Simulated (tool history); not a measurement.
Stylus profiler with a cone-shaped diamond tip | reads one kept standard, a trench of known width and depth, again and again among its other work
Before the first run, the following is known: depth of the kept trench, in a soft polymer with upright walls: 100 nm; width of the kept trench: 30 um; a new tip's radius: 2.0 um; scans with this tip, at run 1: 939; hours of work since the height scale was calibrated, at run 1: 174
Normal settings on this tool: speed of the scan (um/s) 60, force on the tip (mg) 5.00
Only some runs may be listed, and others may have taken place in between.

| run | hour | speed of the scan (um/s) | force on the tip (mg) | scans with this tip | hours of work since the height scale was calibrated | depth of the trench (angstrom) | width of the trench's floor (µm) |
|---|---|---|---|---|---|---|---|
| 1 | 0.0 | 60 | 5.00 | 939 | 174 | 1021.1 | 28.57 |
| 2 | 43.4 | 60 | 5.00 | 1043 | 193 | 1021.1 | 28.53 |
| 3 | 67.5 | 18 | 5.00 | 1101 | 204 | 1022.1 | 28.67 |
| 4 | 86.9 | 60 | 5.00 | 1148 | 213 | 1020.9 | 28.55 |
| 5 | 108.6 | 60 | 5.00 | 1200 | 222 | 1021.4 | 28.55 |
| 6 | 129.5 | 60 | 5.00 | 1251 | 232 | 1021.8 | 28.52 |
| 7 | 156.1 | 60 | 5.00 | 1315 | 244 | 1021.9 | 28.54 |
| 8 | 189.8 | 60 | 5.01 | 1396 | 259 | 1020.7 | 28.60 |
| 9 | 227.8 | 60 | 5.00 | 1487 | 275 | 1021.6 | 28.52 |
| 10 | 257.3 | 60 | 5.00 | 1558 | 289 | 1021.2 | 28.52 |
| 11 | 279.2 | 51 | 1.77 | 1611 | 298 | 1011.9 | 28.49 |
| 12 | 307.1 | 51 | 1.77 | 1678 | 311 | 1011.7 | 28.52 |
| 13 | 337.2 | 54 | 2.21 | 1750 | 324 | 1012.8 | 28.49 |
| 14 | 372.2 | 21 | 5.40 | 1835 | 340 | 1022.8 | 28.58 |
| 15 | 394.6 | 21 | 5.40 | 1889 | 350 | 1023.3 | 28.60 |
| 16 | 418.9 | 21 | 2.16 | 1947 | 361 | 1012.6 | 28.57 |
| 17 | 463.1 | 21 | 5.67 | 2053 | 380 | 1024.3 | 28.60 |
| 18 | 481.1 | 19 | 1.83 | 2097 | 388 | 1012.0 | 28.58 |
| 19 | 521.9 | 33 | 13.76 | 2195 | 407 | 1041.7 | 28.62 |
| 20 | 548.2 | 33 | 13.76 | 2258 | 418 | 1042.4 | 28.56 |

Below are 3 alternative next runs, each starting from the tool's condition after run 20. Predict each:
| A | 577.9 | 111 | 2.08 | 2330 | 431 | ? | ? |
| B | 577.9 | 29 | 3.68 | 2330 | 431 | ? | ? |
| C | 577.9 | 109 | 9.98 | 2330 | 431 | ? | ? |

| run | depth of the trench (angstrom) | width of the trench's floor (µm) |
|---|---|---|
| A | 1013.3 | 28.28 |
| B | 1018.3 | 28.58 |
| C | 1034.4 | 28.49 |
Had the tool no hidden state, the same runs would have come out as:
| run | depth of the trench (angstrom) | width of the trench's floor (µm) |
|---|---|---|
| A | 1011.4 | 28.41 |
| B | 1016.5 | 28.71 |
| C | 1032.5 | 28.62 |
